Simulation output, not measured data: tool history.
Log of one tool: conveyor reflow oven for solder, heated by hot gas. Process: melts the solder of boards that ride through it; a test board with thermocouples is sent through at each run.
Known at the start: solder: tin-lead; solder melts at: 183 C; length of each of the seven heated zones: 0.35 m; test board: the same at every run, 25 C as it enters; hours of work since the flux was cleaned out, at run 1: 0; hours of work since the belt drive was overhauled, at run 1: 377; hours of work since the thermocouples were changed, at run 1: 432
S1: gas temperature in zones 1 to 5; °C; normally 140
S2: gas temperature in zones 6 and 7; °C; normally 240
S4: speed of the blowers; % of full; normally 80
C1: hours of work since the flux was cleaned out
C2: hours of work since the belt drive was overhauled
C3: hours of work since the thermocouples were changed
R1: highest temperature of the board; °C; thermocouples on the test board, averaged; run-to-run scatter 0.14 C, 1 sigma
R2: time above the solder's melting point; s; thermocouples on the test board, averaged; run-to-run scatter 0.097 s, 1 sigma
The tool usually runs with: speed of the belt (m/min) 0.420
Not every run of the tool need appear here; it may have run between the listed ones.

Run 1, hour 0.0: usual settings; C1 0; C2 377; C3 432. Result: R1 228.5 °C, R2 86.19 s.
Run 2, hour 68.6: usual settings; C1 28; C2 405; C3 460. Result: R1 228.4 °C, R2 86.21 s.
Run 3, hour 146.3: usual settings but S2 247 °C; C1 59; C2 436; C3 491. Result: R1 234.8 °C, R2 90.24 s.
Run 4, hour 200.5: usual settings but S2 247 °C; C1 81; C2 458; C3 513. Result: R1 234.5 °C, R2 90.03 s.
Run 5, hour 264.0: usual settings but S2 247 °C; C1 106; C2 483; C3 538. Result: R1 234.6 °C, R2 90.10 s.
Run 6, hour 340.0: usual settings but speed of the belt (m/min) 0.405; C1 137; C2 514; C3 569. Result: R1 229.3 °C, R2 89.98 s.
Run 7, hour 374.5: usual settings but speed of the belt (m/min) 0.405; C1 151; C2 528; C3 582. Result: R1 229.4 °C, R2 90.06 s.
At hour 389.3: flux residue cleaned out of gas plates and filters.
Run 8, hour 425.9: usual settings but speed of the belt (m/min) 0.405; C1 15; C2 546; C3 601. Result: R1 229.5 °C, R2 90.08 s.
Run 9, hour 473.7: usual settings; C1 34; C2 566; C3 620. Result: R1 228.4 °C, R2 86.12 s.
Run 10, hour 508.6: usual settings but S2 232 °C; C1 48; C2 580; C3 634. Result: R1 220.9 °C, R2 80.78 s.
Run 11, hour 591.9: usual settings but S4 72 % of full; C1 81; C2 613; C3 668. Result: R1 226.9 °C, R2 84.74 s.
Run 12, hour 677.2: usual settings but S4 72 % of full; C1 116; C2 647; C3 702. Result: R1 226.6 °C, R2 84.80 s.
Run 13, hour 758.6: usual settings but S4 72 % of full; C1 148; C2 680; C3 735. Result: R1 226.8 °C, R2 84.62 s.
At hour 775.0: flux residue cleaned out of gas plates and filters.
Run 14, hour 822.4: usual settings but speed of the belt (m/min) 0.354; C1 19; C2 704; C3 758. Result: R1 232.4 °C, R2 105.94 s.
Run 15, hour 897.0: usual settings but speed of the belt (m/min) 0.354; C1 49; C2 734; C3 788. Result: R1 232.1 °C, R2 106.05 s.
Run 16, hour 979.9: usual settings but speed of the belt (m/min) 0.445, S4 68 % of full; C1 82; C2 767; C3 822. Result: R1 224.1 °C, R2 77.69 s.
Run 17, hour 1061.6: usual settings but speed of the belt (m/min) 0.445, S4 68 % of full; C1 115; C2 800; C3 855. Result: R1 224.0 °C, R2 77.58 s.
Run 18, hour 1140.4: usual settings but speed of the belt (m/min) 0.445, S4 68 % of full; C1 147; C2 831; C3 886. Result: R1 224.1 °C, R2 77.48 s.
At hour 1163.4: flux residue cleaned out of gas plates and filters.
Run 19, hour 1193.9: usual settings but S2 239 °C, speed of the belt (m/min) 0.397, S4 68 % of full; C1 12; C2 851; C3 906. Result: R1 226.5 °C, R2 89.71 s.
Run 20, hour 1233.5: usual settings but S2 239 °C, speed of the belt (m/min) 0.397, S4 68 % of full; C1 28; C2 867; C3 922. Result: R1 226.7 °C, R2 89.82 s.
Run 21, hour 1267.9: usual settings but S2 239 °C, speed of the belt (m/min) 0.397, S4 68 % of full; C1 42; C2 881; C3 936. Result: R1 226.4 °C, R2 89.75 s.
Run 22, hour 1352.2: usual settings but speed of the belt (m/min) 0.492, S4 66 % of full; C1 76; C2 915; C3 969. Result: R1 219.9 °C, R2 66.31 s.
Run 23, hour 1417.6: usual settings but S1 134 °C, S2 243 °C, speed of the belt (m/min) 0.370, S4 59 % of full; C1 102; C2 941; C3 996. Result: R1 229.2 °C, R2 95.47 s.
Run 24, hour 1455.8: usual settings but S1 134 °C, S2 243 °C, speed of the belt (m/min) 0.481, S4 77 % of full; C1 118; C2 956; C3 1011. Result: R1 225.5 °C, R2 70.35 s.
Run 25, hour 1534.4: usual settings but S1 137 °C, S2 243 °C, speed of the belt (m/min) 0.414, S4 69 % of full; C1 149; C2 988; C3 1043. Result: R1 228.7 °C, R2 86.13 s.
At hour 1552.8: flux residue cleaned out of gas plates and filters.
Run 26, hour 1595.8: usual settings but S1 131 °C, S2 253 °C, speed of the belt (m/min) 0.477, S4 67 % of full; C1 17; C2 1010; C3 1065. Result: R1 231.2 °C, R2 73.58 s.
Run 27, hour 1679.6: usual settings but speed of the belt (m/min) 0.438, S4 90 % of full; C1 51; C2 1044; C3 1099. Result: R1 229.0 °C, R2 83.03 s.
Run 28, hour 1727.3: usual settings but speed of the belt (m/min) 0.438, S4 90 % of full; C1 70; C2 1063; C3 1118. Result: R1 228.8 °C, R2 82.77 s.
Run 29, hour 1779.5: usual settings but S1 152 °C, S2 229 °C, speed of the belt (m/min) 0.376; C1 91; C2 1084; C3 1139. Result: R1 221.9 °C, R2 98.34 s.

Forecast run 30:
Run 30, hour 1857.6: usual settings but S1 152 °C, S2 229 °C, speed of the belt (m/min) 0.376; C1 122; C2 1116; C3 1171. Result: R1 ?, R2 ?.

{"run 30": {"R1": 221.9, "R2": 98.37}}
With the hidden condition absent and the run-to-run variation left alone, this run would have shown R1 221.9 °C, R2 98.37 s.

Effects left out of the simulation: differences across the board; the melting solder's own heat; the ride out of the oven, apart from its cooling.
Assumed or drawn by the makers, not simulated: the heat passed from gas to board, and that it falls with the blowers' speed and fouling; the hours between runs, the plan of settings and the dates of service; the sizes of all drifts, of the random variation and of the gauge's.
